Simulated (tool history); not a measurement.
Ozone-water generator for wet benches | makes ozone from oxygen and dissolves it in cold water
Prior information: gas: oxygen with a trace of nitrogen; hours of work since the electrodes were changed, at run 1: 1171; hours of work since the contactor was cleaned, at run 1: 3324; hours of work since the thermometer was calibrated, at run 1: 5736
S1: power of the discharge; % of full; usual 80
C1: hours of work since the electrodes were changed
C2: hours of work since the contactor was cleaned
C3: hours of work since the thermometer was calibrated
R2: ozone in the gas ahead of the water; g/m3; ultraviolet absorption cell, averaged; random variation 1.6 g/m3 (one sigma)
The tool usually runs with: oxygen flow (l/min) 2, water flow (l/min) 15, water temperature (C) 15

{"run": 1, "hour": 0.0, "S1": 80, "oxygen flow (l/min)": 2, "water flow (l/min)": 15, "water temperature (C)": 15, "C1": 1171, "C2": 3324, "C3": 5736, "dissolved ozone (ppm)": 22.2, "R2": 298.6}
{"hour": 11.3, "done": "water thermometer calibrated"}
{"run": 2, "hour": 84.1, "S1": 80, "oxygen flow (l/min)": 2, "water flow (l/min)": 15, "water temperature (C)": 15, "C1": 1253, "C2": 3406, "C3": 71, "dissolved ozone (ppm)": 22.2, "R2": 302.3}
{"run": 3, "hour": 141.8, "S1": 80, "oxygen flow (l/min)": 2, "water flow (l/min)": 15, "water temperature (C)": 15, "C1": 1309, "C2": 3462, "C3": 128, "dissolved ozone (ppm)": 22.2, "R2": 303.5}
{"run": 4, "hour": 194.4, "S1": 80, "oxygen flow (l/min)": 2, "water flow (l/min)": 15, "water temperature (C)": 15, "C1": 1361, "C2": 3514, "C3": 179, "dissolved ozone (ppm)": 22, "R2": 301.2}
{"run": 5, "hour": 277.1, "S1": 80, "oxygen flow (l/min)": 2.95, "water flow (l/min)": 15, "water temperature (C)": 15, "C1": 1441, "C2": 3594, "C3": 260, "dissolved ozone (ppm)": 23.7, "R2": 252.4}
{"run": 6, "hour": 347.1, "S1": 80, "oxygen flow (l/min)": 2.95, "water flow (l/min)": 15, "water temperature (C)": 15, "C1": 1510, "C2": 3663, "C3": 328, "dissolved ozone (ppm)": 24, "R2": 249.9}
{"run": 7, "hour": 437.2, "S1": 80, "oxygen flow (l/min)": 2.95, "water flow (l/min)": 15, "water temperature (C)": 15, "C1": 1598, "C2": 3751, "C3": 416, "dissolved ozone (ppm)": 23.4, "R2": 253.4}
{"run": 8, "hour": 494.8, "S1": 80, "oxygen flow (l/min)": 2.95, "water flow (l/min)": 15, "water temperature (C)": 15, "C1": 1654, "C2": 3807, "C3": 473, "dissolved ozone (ppm)": 23.8, "R2": 252.8}
{"run": 9, "hour": 543.3, "S1": 80, "oxygen flow (l/min)": 2, "water flow (l/min)": 15, "water temperature (C)": 8, "C1": 1702, "C2": 3855, "C3": 520, "dissolved ozone (ppm)": 23.1, "R2": 304.5}
{"run": 10, "hour": 584.1, "S1": 80, "oxygen flow (l/min)": 2, "water flow (l/min)": 15, "water temperature (C)": 8, "C1": 1742, "C2": 3895, "C3": 560, "dissolved ozone (ppm)": 23.3, "R2": 304.7}
{"run": 11, "hour": 633.7, "S1": 80, "oxygen flow (l/min)": 2, "water flow (l/min)": 15, "water temperature (C)": 8, "C1": 1790, "C2": 3943, "C3": 609, "dissolved ozone (ppm)": 23.1, "R2": 304.9}
{"run": 12, "hour": 671.9, "S1": 84, "oxygen flow (l/min)": 3.15, "water flow (l/min)": 15, "water temperature (C)": 17, "C1": 1827, "C2": 3980, "C3": 646, "dissolved ozone (ppm)": 24.2, "R2": 253.2}
{"run": 13, "hour": 720.3, "S1": 84, "oxygen flow (l/min)": 3.15, "water flow (l/min)": 15, "water temperature (C)": 17, "C1": 1875, "C2": 4028, "C3": 693, "dissolved ozone (ppm)": 24.1, "R2": 257.1}
{"run": 14, "hour": 783.9, "S1": 84, "oxygen flow (l/min)": 3.15, "water flow (l/min)": 15, "water temperature (C)": 17, "C1": 1937, "C2": 4090, "C3": 755, "dissolved ozone (ppm)": 24.2, "R2": 255.7}
{"hour": 795.2, "done": "contactor cleaned"}
{"run": 15, "hour": 834.5, "S1": 84, "oxygen flow (l/min)": 3.15, "water flow (l/min)": 15, "water temperature (C)": 17, "C1": 1982, "C2": 38, "C3": 801, "dissolved ozone (ppm)": 24.3, "R2": 259.4}
{"hour": 896.2, "done": "gauge calibrated"}
{"run": 16, "hour": 896.2, "S1": 80, "oxygen flow (l/min)": 1.35, "water flow (l/min)": 23, "water temperature (C)": 14, "C1": 2043, "C2": 99, "C3": 861, "dissolved ozone (ppm)": 11.6, "R2": 362.2}
{"run": 17, "hour": 960.7, "S1": 80, "oxygen flow (l/min)": 1.35, "water flow (l/min)": 23, "water temperature (C)": 14, "C1": 2106, "C2": 162, "C3": 924, "dissolved ozone (ppm)": 11.6, "R2": 361.9}
{"run": 18, "hour": 1032.0, "S1": 68, "oxygen flow (l/min)": 1.98, "water flow (l/min)": 23, "water temperature (C)": 15, "C1": 2176, "C2": 231, "C3": 994, "dissolved ozone (ppm)": 11.7, "R2": 265.2}
{"run": 19, "hour": 1110.5, "S1": 57, "oxygen flow (l/min)": 1.2, "water flow (l/min)": 23, "water temperature (C)": 17, "C1": 2252, "C2": 308, "C3": 1071, "dissolved ozone (ppm)": 8.2, "R2": 296.1}
{"run": 20, "hour": 1149.7, "S1": 96, "oxygen flow (l/min)": 2.32, "water flow (l/min)": 11, "water temperature (C)": 14, "C1": 2291, "C2": 347, "C3": 1109, "dissolved ozone (ppm)": 36.4, "R2": 326.2}

Forecast each of these 3 alternatives for the next run:
{"run": "A", "hour": 1210.7, "S1": 99, "oxygen flow (l/min)": 2.32, "water flow (l/min)": 11, "water temperature (C)": 11, "C1": 2350, "C2": 406, "C3": 1169, "dissolved ozone (ppm)": "?", "R2": "?"}
{"run": "B", "hour": 1210.7, "S1": 96, "oxygen flow (l/min)": 2.32, "water flow (l/min)": 11, "water temperature (C)": 15, "C1": 2350, "C2": 406, "C3": 1169, "dissolved ozone (ppm)": "?", "R2": "?"}
{"run": "C", "hour": 1210.7, "S1": 80, "oxygen flow (l/min)": 2.74, "water flow (l/min)": 13, "water temperature (C)": 9, "C1": 2350, "C2": 406, "C3": 1169, "dissolved ozone (ppm)": "?", "R2": "?"}

run=A dissolved_ozone_(ppm)=38.4 R2=333.5
run=B dissolved_ozone_(ppm)=36 R2=325.8
run=C dissolved_ozone_(ppm)=29 R2=259.9
Take away the tool's hidden state, keep each run's random variation, and the runs would have read:
run=A dissolved_ozone_(ppm)=38.5 R2=330.4
run=B dissolved_ozone_(ppm)=36 R2=322.8
run=C dissolved_ozone_(ppm)=29 R2=257.5
